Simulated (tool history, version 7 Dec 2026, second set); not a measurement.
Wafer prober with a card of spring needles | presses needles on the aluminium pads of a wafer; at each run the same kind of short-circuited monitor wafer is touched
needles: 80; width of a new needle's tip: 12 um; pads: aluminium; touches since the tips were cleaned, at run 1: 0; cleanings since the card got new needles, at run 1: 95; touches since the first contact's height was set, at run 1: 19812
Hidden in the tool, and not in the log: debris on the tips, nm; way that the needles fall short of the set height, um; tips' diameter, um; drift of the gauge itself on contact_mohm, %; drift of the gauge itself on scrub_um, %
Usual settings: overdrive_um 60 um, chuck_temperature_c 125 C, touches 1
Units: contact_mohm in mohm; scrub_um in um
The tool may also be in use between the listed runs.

| run | day | overdrive_um | chuck_temperature_c | touches | touches since the tips were cleaned | cleanings since the card got new needles | touches since the first contact's height was set | contact_mohm | scrub_um |
|---|---|---|---|---|---|---|---|---|---|
| 1 | 0.000 | 60 | 125 | 1 | 0 | 95 | 19812 | 278 | 9.27 |
|  | 0.175 | tips cleaned on abrasive film |
|  | 0.346 | tips cleaned on abrasive film |
|  | 0.488 | tips cleaned on abrasive film |
|  | 0.662 | tips cleaned on abrasive film |
|  | 0.800 | tips cleaned on abrasive film |
|  | 0.975 | tips cleaned on abrasive film |
|  | 1.150 | tips cleaned on abrasive film |
|  | 1.325 | tips cleaned on abrasive film |
|  | 1.496 | tips cleaned on abrasive film |
| 2 | 1.592 | 60 | 125 | 1 | 1492 | 104 | 44235 | 289 | 9.08 |
|  | 1.667 | tips cleaned on abrasive film |
|  | 1.804 | tips cleaned on abrasive film |
|  | 1.979 | tips cleaned on abrasive film |
|  | 2.154 | tips cleaned on abrasive film |
|  | 2.325 | tips cleaned on abrasive film |
| 3 | 2.329 | 60 | 125 | 2 | 46 | 109 | 55480 | 284 | 9.13 |
|  | 2.471 | tips cleaned on abrasive film |
|  | 2.646 | tips cleaned on abrasive film |
|  | 2.817 | tips cleaned on abrasive film |
|  | 2.992 | tips cleaned on abrasive film |
|  | 3.167 | tips cleaned on abrasive film |
|  | 3.342 | tips cleaned on abrasive film |
| 4 | 3.471 | 60 | 125 | 2 | 2036 | 115 | 72983 | 290 | 9.05 |
|  | 3.508 | tips cleaned on abrasive film |
|  | 3.646 | tips cleaned on abrasive film |
|  | 3.821 | tips cleaned on abrasive film |
|  | 3.996 | tips cleaned on abrasive film |
|  | 4.133 | tips cleaned on abrasive film |
|  | 4.308 | tips cleaned on abrasive film |
|  | 4.483 | tips cleaned on abrasive film |
|  | 4.625 | tips cleaned on abrasive film |
| 5 | 4.646 | 60 | 125 | 2 | 339 | 123 | 90920 | 285 | 8.96 |
|  | 4.783 | tips cleaned on abrasive film |
|  | 4.958 | tips cleaned on abrasive film |
|  | 5.133 | tips cleaned on abrasive film |
|  | 5.271 | tips cleaned on abrasive film |
|  | 5.446 | tips cleaned on abrasive film |
|  | 5.588 | tips cleaned on abrasive film |
|  | 5.762 | tips cleaned on abrasive film |
|  | 5.933 | tips cleaned on abrasive film |
|  | 6.075 | tips cleaned on abrasive film |
|  | 6.121 | height of the first contact set anew |
|  | 6.262 | tips cleaned on abrasive film |
| 6 | 6.358 | 60 | 125 | 1 | 1540 | 133 | 3674 | 295 | 9.42 |
|  | 6.433 | tips cleaned on abrasive film |
|  | 6.604 | tips cleaned on abrasive film |
|  | 6.779 | tips cleaned on abrasive film |
|  | 6.954 | tips cleaned on abrasive film |
|  | 7.129 | tips cleaned on abrasive film |
|  | 7.300 | tips cleaned on abrasive film |
|  | 7.475 | tips cleaned on abrasive film |
|  | 7.650 | tips cleaned on abrasive film |
|  | 7.788 | tips cleaned on abrasive film |
| 7 | 7.796 | 60 | 125 | 1 | 80 | 142 | 25620 | 284 | 9.23 |
|  | 7.933 | tips cleaned on abrasive film |
|  | 8.108 | tips cleaned on abrasive film |
|  | 8.250 | tips cleaned on abrasive film |
|  | 8.421 | tips cleaned on abrasive film, once more |
|  | 8.596 | tips cleaned on abrasive film |
| 8 | 8.654 | 60 | 48 | 1 | 883 | 147 | 38769 | 270 | 9.14 |
|  | 8.758 | tips cleaned on abrasive film |
|  | 8.933 | tips cleaned on abrasive film |
|  | 9.071 | tips cleaned on abrasive film |
|  | 9.246 | tips cleaned on abrasive film |
|  | 9.421 | tips cleaned on abrasive film |
|  | 9.558 | tips cleaned on abrasive film |
|  | 9.733 | tips cleaned on abrasive film |
| 9 | 9.821 | 60 | 48 | 1 | 1327 | 154 | 56628 | 273 | 9.14 |
|  | 9.892 | tips cleaned on abrasive film |
|  | 10.067 | tips cleaned on abrasive film |
|  | 10.238 | tips cleaned on abrasive film |
|  | 10.412 | tips cleaned on abrasive film |
|  | 10.588 | tips cleaned on abrasive film |
| 10 | 10.604 | 60 | 48 | 1 | 264 | 159 | 68624 | 257 | 9.06 |
|  | 10.746 | tips cleaned on abrasive film |
|  | 10.917 | tips cleaned on abrasive film |
|  | 11.092 | tips cleaned on abrasive film |
|  | 11.233 | tips cleaned on abrasive film |
|  | 11.404 | tips cleaned on abrasive film |
|  | 11.579 | tips cleaned on abrasive film |
|  | 11.754 | tips cleaned on abrasive film |
|  | 11.929 | tips cleaned on abrasive film |
|  | 12.100 | tips cleaned on abrasive film |
|  | 12.275 | tips cleaned on abrasive film |
| 11 | 12.275 | 79 | 125 | 1 | 13 | 169 | 94236 | 274 | 11.82 |
|  | 12.417 | tips cleaned on abrasive film |
|  | 12.592 | tips cleaned on abrasive film |
|  | 12.762 | tips cleaned on abrasive film |
|  | 12.938 | tips cleaned on abrasive film |
| 12 | 13.025 | 67 | 125 | 1 | 1381 | 173 | 105741 | 288 | 9.89 |
|  | 13.096 | tips cleaned on abrasive film |
|  | 13.271 | tips cleaned on abrasive film |
|  | 13.446 | tips cleaned on abrasive film |
|  | 13.525 | height of the first contact set anew |
|  | 13.633 | tips cleaned on abrasive film |
|  | 13.804 | tips cleaned on abrasive film |
|  | 13.979 | tips cleaned on abrasive film |
|  | 14.121 | tips cleaned on abrasive film |
|  | 14.296 | tips cleaned on abrasive film |
| 13 | 14.371 | 71 | 125 | 1 | 1194 | 181 | 12926 | 288 | 11.12 |
|  | 14.442 | tips cleaned on abrasive film |
|  | 14.583 | tips cleaned on abrasive film |
|  | 14.754 | tips cleaned on abrasive film |
|  | 14.929 | tips cleaned on abrasive film |
|  | 15.104 | tips cleaned on abrasive film |
| 14 | 15.150 | 71 | 125 | 1 | 698 | 186 | 24820 | 281 | 11.00 |
|  | 15.254 | tips cleaned on abrasive film |
|  | 15.429 | tips cleaned on abrasive film |
|  | 15.604 | tips cleaned on abrasive film |
|  | 15.775 | tips cleaned on abrasive film |
|  | 15.950 | tips cleaned on abrasive film |
|  | 16.125 | tips cleaned on abrasive film |
|  | 16.300 | tips cleaned on abrasive film |
|  | 16.471 | tips cleaned on abrasive film |
|  | 16.646 | tips cleaned on abrasive film |
| 15 | 16.692 | 71 | 125 | 1 | 701 | 195 | 48453 | 281 | 10.93 |
|  | 16.796 | tips cleaned on abrasive film |
|  | 16.971 | tips cleaned on abrasive film |
|  | 17.112 | tips cleaned on abrasive film |
|  | 17.283 | tips cleaned on abrasive film |
|  | 17.458 | tips cleaned on abrasive film |
|  | 17.600 | tips cleaned on abrasive film |
| 16 | 17.704 | 71 | 125 | 1 | 1646 | 201 | 63963 | 287 | 10.68 |
|  | 17.742 | tips cleaned on abrasive film |
|  | 17.917 | tips cleaned on abrasive film |
|  | 18.054 | tips cleaned on abrasive film |
|  | 18.229 | tips cleaned on abrasive film |
|  | 18.404 | tips cleaned on abrasive film |
|  | 18.542 | tips cleaned on abrasive film |
|  | 18.717 | tips cleaned on abrasive film |
| 17 | 18.717 | 47 | 125 | 2 | 13 | 208 | 79439 | 288 | 6.85 |
|  | 18.892 | tips cleaned on abrasive film |
|  | 19.029 | tips cleaned on abrasive film |
|  | 19.204 | tips cleaned on abrasive film |
|  | 19.379 | tips cleaned on abrasive film |
|  | 19.554 | tips cleaned on abrasive film |
|  | 19.725 | tips cleaned on abrasive film |
| 18 | 19.725 | 47 | 125 | 2 | 0 | 214 | 94879 | 285 | 6.75 |
|  | 19.900 | tips cleaned on abrasive film |
|  | 20.075 | tips cleaned on abrasive film |
|  | 20.250 | tips cleaned on abrasive film |
|  | 20.421 | tips cleaned on abrasive film |
|  | 20.596 | tips cleaned on abrasive film |
|  | 20.771 | tips cleaned on abrasive film |
| 19 | 20.879 | 60 | 84 | 1 | 1733 | 220 | 112611 | 290 | 8.88 |
|  | 20.917 | tips cleaned on abrasive film |
|  | 20.929 | height of the first contact set anew |
|  | 21.071 | tips cleaned on abrasive film |
|  | 21.246 | tips cleaned on abrasive film |
|  | 21.421 | tips cleaned on abrasive film |
|  | 21.592 | tips cleaned on abrasive film |
|  | 21.767 | tips cleaned on abrasive film |
|  | 21.942 | tips cleaned on abrasive film |
|  | 22.117 | tips cleaned on abrasive film |
| 20 | 22.221 | 60 | 42 | 3 | 1652 | 228 | 19784 | 262 | 9.35 |
|  | 22.258 | tips cleaned on abrasive film |
|  | 22.400 | tips cleaned on abrasive film |
|  | 22.571 | tips cleaned on abrasive film |
|  | 22.746 | tips cleaned on abrasive film |
|  | 22.921 | tips cleaned on abrasive film |
|  | 23.096 | tips cleaned on abrasive film |
|  | 23.267 | tips cleaned on abrasive film |
|  | 23.408 | tips cleaned on abrasive film |
| 21 | 23.500 | 60 | 42 | 3 | 1424 | 236 | 39336 | 268 | 9.25 |

Forecast each of these 4 alternatives for the next run:
|  | 23.571 | tips cleaned on abrasive film |
|  | 23.746 | tips cleaned on abrasive film |
|  | 23.917 | tips cleaned on abrasive film |
|  | 24.092 | tips cleaned on abrasive film |
|  | 24.267 | tips cleaned on abrasive film |
|  | 24.442 | tips cleaned on abrasive film |
| A | 24.567 | 43 | 57 | 1 | 1987 | 242 | 55721 | ? | ? |
|  | 23.571 | tips cleaned on abrasive film |
|  | 23.746 | tips cleaned on abrasive film |
|  | 23.917 | tips cleaned on abrasive film |
|  | 24.092 | tips cleaned on abrasive film |
|  | 24.267 | tips cleaned on abrasive film |
|  | 24.442 | tips cleaned on abrasive film |
| B | 24.567 | 74 | 125 | 2 | 1987 | 242 | 55721 | ? | ? |
|  | 23.571 | tips cleaned on abrasive film |
|  | 23.746 | tips cleaned on abrasive film |
|  | 23.917 | tips cleaned on abrasive film |
|  | 24.092 | tips cleaned on abrasive film |
|  | 24.267 | tips cleaned on abrasive film |
|  | 24.442 | tips cleaned on abrasive film |
| C | 24.567 | 60 | 125 | 1 | 1987 | 242 | 55721 | ? | ? |
|  | 23.571 | tips cleaned on abrasive film |
|  | 23.746 | tips cleaned on abrasive film |
|  | 23.917 | tips cleaned on abrasive film |
|  | 24.092 | tips cleaned on abrasive film |
|  | 24.267 | tips cleaned on abrasive film |
|  | 24.442 | tips cleaned on abrasive film |
| D | 24.567 | 56 | 46 | 3 | 1987 | 242 | 55721 | ? | ? |

| run | contact_mohm | scrub_um |
|---|---|---|
| A | 312 | 6.41 |
| B | 286 | 11.42 |
| C | 303 | 9.02 |
| D | 267 | 8.42 |
Without the tool's hidden state the same runs would have given:
| run | contact_mohm | scrub_um |
|---|---|---|
| A | 261 | 6.77 |
| B | 275 | 11.77 |
| C | 276 | 9.37 |
| D | 252 | 8.78 |
